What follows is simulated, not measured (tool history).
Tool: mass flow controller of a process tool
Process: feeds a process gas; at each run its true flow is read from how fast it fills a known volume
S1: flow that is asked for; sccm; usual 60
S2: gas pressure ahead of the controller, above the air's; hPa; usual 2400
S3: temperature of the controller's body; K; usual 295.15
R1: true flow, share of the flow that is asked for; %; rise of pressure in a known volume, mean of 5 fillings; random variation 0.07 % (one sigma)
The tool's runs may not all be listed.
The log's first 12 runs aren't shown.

| run | day | S1 | S2 | S3 | R1 |
|---|---|---|---|---|---|
| 13 | 204.204 | 51 | 2400 | 295.15 | 99.25 |
| 14 | 215.338 | 52 | 2400 | 295.15 | 99.2 |
| 15 | 227.679 | 60 | 2400 | 295.15 | 99.29 |
| 16 | 241.112 | 60 | 2400 | 295.15 | 99.27 |
| 17 | 252.412 | 60 | 2400 | 295.15 | 99.29 |
| 18 | 266.175 | 60 | 2400 | 295.15 | 99.05 |
| 19 | 278.629 | 60 | 2400 | 295.15 | 99.1 |
| 20 | 293.75 | 60 | 1650 | 295.15 | 99.21 |
| 21 | 309.079 | 60 | 2400 | 295.15 | 99.07 |
| 22 | 320.85 | 60 | 2580 | 295.15 | 99.05 |
| 23 | 329.517 | 60 | 2580 | 295.15 | 99.11 |
| 24 | 344.392 | 60 | 2580 | 295.15 | 99.04 |
|  | 345.283 | controller's zero set anew |
| 25 | 364.667 | 60 | 2580 | 295.15 | 98.93 |
| 26 | 373.112 | 60 | 2580 | 295.15 | 98.99 |
|  | 389.971 | controller's zero set anew, once more |
| 27 | 392.308 | 37 | 1720 | 295.15 | 98.3 |
| 28 | 407.962 | 37 | 1720 | 295.15 | 98.52 |
| 29 | 426.988 | 24 | 2600 | 306.15 | 97.6 |
| 30 | 435.854 | 24 | 2600 | 306.15 | 97.7 |
| 31 | 455.15 | 33 | 1550 | 306.15 | 97.78 |

Run 32 comes next. What will it give?
| 32 | 466.858 | 32 | 1470 | 298.15 | ? |

R1: 98.37 %
Without the tool's hidden state the same run would have given R1 99.22 %.
